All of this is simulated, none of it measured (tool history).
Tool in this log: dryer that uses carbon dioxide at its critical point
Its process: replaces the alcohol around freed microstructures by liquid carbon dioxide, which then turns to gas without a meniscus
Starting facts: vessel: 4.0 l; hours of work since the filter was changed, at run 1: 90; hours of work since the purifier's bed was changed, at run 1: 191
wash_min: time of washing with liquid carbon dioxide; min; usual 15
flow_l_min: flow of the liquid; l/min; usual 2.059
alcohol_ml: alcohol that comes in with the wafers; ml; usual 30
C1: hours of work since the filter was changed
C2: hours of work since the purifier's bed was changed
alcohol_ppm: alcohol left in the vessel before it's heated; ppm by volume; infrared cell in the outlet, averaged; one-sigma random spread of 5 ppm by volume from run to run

{"run": 1, "hour": 0.0, "wash_min": 15, "flow_l_min": 2.059, "alcohol_ml": 30, "C1": 90, "C2": 191, "alcohol_ppm": 49}
{"run": 2, "hour": 12.5, "wash_min": 15, "flow_l_min": 2.059, "alcohol_ml": 30, "C1": 93, "C2": 195, "alcohol_ppm": 62}
{"run": 3, "hour": 25.8, "wash_min": 15, "flow_l_min": 2.059, "alcohol_ml": 30, "C1": 97, "C2": 199, "alcohol_ppm": 66}
{"run": 4, "hour": 42.6, "wash_min": 15, "flow_l_min": 2.059, "alcohol_ml": 30, "C1": 102, "C2": 204, "alcohol_ppm": 59}
{"run": 5, "hour": 67.2, "wash_min": 15, "flow_l_min": 2.059, "alcohol_ml": 30, "C1": 110, "C2": 212, "alcohol_ppm": 58}
{"run": 6, "hour": 88.0, "wash_min": 15, "flow_l_min": 2.059, "alcohol_ml": 30, "C1": 116, "C2": 218, "alcohol_ppm": 65}
{"run": 7, "hour": 108.9, "wash_min": 15, "flow_l_min": 2.059, "alcohol_ml": 30, "C1": 122, "C2": 224, "alcohol_ppm": 76}
{"run": 8, "hour": 134.4, "wash_min": 15, "flow_l_min": 2.059, "alcohol_ml": 30, "C1": 130, "C2": 232, "alcohol_ppm": 73}
{"run": 9, "hour": 157.3, "wash_min": 15, "flow_l_min": 2.059, "alcohol_ml": 30, "C1": 137, "C2": 239, "alcohol_ppm": 73}
{"run": 10, "hour": 182.8, "wash_min": 15, "flow_l_min": 2.059, "alcohol_ml": 30, "C1": 145, "C2": 247, "alcohol_ppm": 71}
{"run": 11, "hour": 210.8, "wash_min": 15, "flow_l_min": 2.059, "alcohol_ml": 30, "C1": 153, "C2": 255, "alcohol_ppm": 78}
{"run": 12, "hour": 229.9, "wash_min": 15, "flow_l_min": 2.059, "alcohol_ml": 30, "C1": 159, "C2": 261, "alcohol_ppm": 77}
{"run": 13, "hour": 247.7, "wash_min": 15, "flow_l_min": 2.059, "alcohol_ml": 30, "C1": 164, "C2": 266, "alcohol_ppm": 75}
{"run": 14, "hour": 270.1, "wash_min": 15, "flow_l_min": 2.059, "alcohol_ml": 30, "C1": 171, "C2": 273, "alcohol_ppm": 80}
{"run": 15, "hour": 283.7, "wash_min": 15, "flow_l_min": 2.059, "alcohol_ml": 30, "C1": 175, "C2": 277, "alcohol_ppm": 82}
{"run": 16, "hour": 299.7, "wash_min": 15, "flow_l_min": 2.059, "alcohol_ml": 30, "C1": 180, "C2": 282, "alcohol_ppm": 86}
{"run": 17, "hour": 313.6, "wash_min": 15, "flow_l_min": 2.059, "alcohol_ml": 30, "C1": 184, "C2": 286, "alcohol_ppm": 89}
{"run": 18, "hour": 325.7, "wash_min": 15, "flow_l_min": 2.059, "alcohol_ml": 30, "C1": 188, "C2": 290, "alcohol_ppm": 80}
{"run": 19, "hour": 352.7, "wash_min": 22, "flow_l_min": 2.059, "alcohol_ml": 30, "C1": 196, "C2": 298, "alcohol_ppm": 73}
{"run": 20, "hour": 378.0, "wash_min": 15, "flow_l_min": 2.059, "alcohol_ml": 30, "C1": 204, "C2": 306, "alcohol_ppm": 85}
{"run": 21, "hour": 400.5, "wash_min": 15, "flow_l_min": 2.059, "alcohol_ml": 30, "C1": 211, "C2": 313, "alcohol_ppm": 90}
{"run": 22, "hour": 417.6, "wash_min": 21, "flow_l_min": 2.059, "alcohol_ml": 30, "C1": 216, "C2": 318, "alcohol_ppm": 86}
{"hour": 426.5, "done": "inlet filter changed"}
{"run": 23, "hour": 431.4, "wash_min": 21, "flow_l_min": 2.059, "alcohol_ml": 30, "C1": 2, "C2": 322, "alcohol_ppm": 79}
{"run": 24, "hour": 445.1, "wash_min": 11, "flow_l_min": 2.57, "alcohol_ml": 56, "C1": 6, "C2": 326, "alcohol_ppm": 111}
{"run": 25, "hour": 457.2, "wash_min": 17, "flow_l_min": 1.72, "alcohol_ml": 55, "C1": 9, "C2": 329, "alcohol_ppm": 106}
{"run": 26, "hour": 481.3, "wash_min": 13, "flow_l_min": 1.42, "alcohol_ml": 68, "C1": 17, "C2": 337, "alcohol_ppm": 372}
{"run": 27, "hour": 501.2, "wash_min": 14, "flow_l_min": 1.34, "alcohol_ml": 93, "C1": 23, "C2": 343, "alcohol_ppm": 419}
{"run": 28, "hour": 529.6, "wash_min": 12, "flow_l_min": 1.55, "alcohol_ml": 30, "C1": 31, "C2": 351, "alcohol_ppm": 217}
{"run": 29, "hour": 544.1, "wash_min": 19, "flow_l_min": 2.06, "alcohol_ml": 42, "C1": 36, "C2": 356, "alcohol_ppm": 95}
{"run": 30, "hour": 558.6, "wash_min": 21, "flow_l_min": 1.9, "alcohol_ml": 42, "C1": 40, "C2": 360, "alcohol_ppm": 96}
{"run": 31, "hour": 580.0, "wash_min": 18, "flow_l_min": 2.059, "alcohol_ml": 30, "C1": 46, "C2": 367, "alcohol_ppm": 92}
{"run": 32, "hour": 594.3, "wash_min": 18, "flow_l_min": 2.059, "alcohol_ml": 30, "C1": 51, "C2": 371, "alcohol_ppm": 99}
{"run": 33, "hour": 614.3, "wash_min": 18, "flow_l_min": 2.059, "alcohol_ml": 30, "C1": 57, "C2": 377, "alcohol_ppm": 89}
{"run": 34, "hour": 627.6, "wash_min": 24, "flow_l_min": 2.82, "alcohol_ml": 44, "C1": 61, "C2": 381, "alcohol_ppm": 90}
{"run": 35, "hour": 642.3, "wash_min": 24, "flow_l_min": 2.82, "alcohol_ml": 44, "C1": 65, "C2": 385, "alcohol_ppm": 104}
{"run": 36, "hour": 662.4, "wash_min": 16, "flow_l_min": 1.87, "alcohol_ml": 37, "C1": 71, "C2": 391, "alcohol_ppm": 114}
{"run": 37, "hour": 689.6, "wash_min": 9, "flow_l_min": 1.98, "alcohol_ml": 73, "C1": 80, "C2": 400, "alcohol_ppm": 493}
{"run": 38, "hour": 714.9, "wash_min": 9, "flow_l_min": 1.98, "alcohol_ml": 73, "C1": 87, "C2": 407, "alcohol_ppm": 487}
{"run": 39, "hour": 727.8, "wash_min": 15, "flow_l_min": 1.51, "alcohol_ml": 30, "C1": 91, "C2": 411, "alcohol_ppm": 168}
{"run": 40, "hour": 741.4, "wash_min": 15, "flow_l_min": 1.51, "alcohol_ml": 30, "C1": 95, "C2": 415, "alcohol_ppm": 161}
{"run": 41, "hour": 754.9, "wash_min": 15, "flow_l_min": 2.059, "alcohol_ml": 64, "C1": 99, "C2": 419, "alcohol_ppm": 124}
{"run": 42, "hour": 767.3, "wash_min": 24, "flow_l_min": 1.69, "alcohol_ml": 30, "C1": 103, "C2": 423, "alcohol_ppm": 108}
{"run": 43, "hour": 792.0, "wash_min": 24, "flow_l_min": 1.69, "alcohol_ml": 30, "C1": 111, "C2": 431, "alcohol_ppm": 106}
{"run": 44, "hour": 812.5, "wash_min": 14, "flow_l_min": 1.5, "alcohol_ml": 51, "C1": 117, "C2": 437, "alcohol_ppm": 252}
{"run": 45, "hour": 833.9, "wash_min": 14, "flow_l_min": 1.5, "alcohol_ml": 51, "C1": 123, "C2": 443, "alcohol_ppm": 245}
{"run": 46, "hour": 855.4, "wash_min": 19, "flow_l_min": 1.82, "alcohol_ml": 30, "C1": 130, "C2": 450, "alcohol_ppm": 100}

Here are 4 independent what-if runs from the current tool condition. What would each one return?
{"run": "A", "hour": 870.8, "wash_min": 11, "flow_l_min": 1.82, "alcohol_ml": 30, "C1": 134, "C2": 455, "alcohol_ppm": "?"}
{"run": "B", "hour": 870.8, "wash_min": 15, "flow_l_min": 2.059, "alcohol_ml": 30, "C1": 134, "C2": 455, "alcohol_ppm": "?"}
{"run": "C", "hour": 870.8, "wash_min": 19, "flow_l_min": 1.82, "alcohol_ml": 70, "C1": 134, "C2": 455, "alcohol_ppm": "?"}
{"run": "D", "hour": 870.8, "wash_min": 12, "flow_l_min": 2.33, "alcohol_ml": 38, "C1": 134, "C2": 455, "alcohol_ppm": "?"}

run=A alcohol_ppm=222
run=B alcohol_ppm=126
run=C alcohol_ppm=127
run=D alcohol_ppm=134
With no hidden state in the tool, these same runs would have given:
run=A alcohol_ppm=93
run=B alcohol_ppm=15
run=C alcohol_ppm=15
run=D alcohol_ppm=22
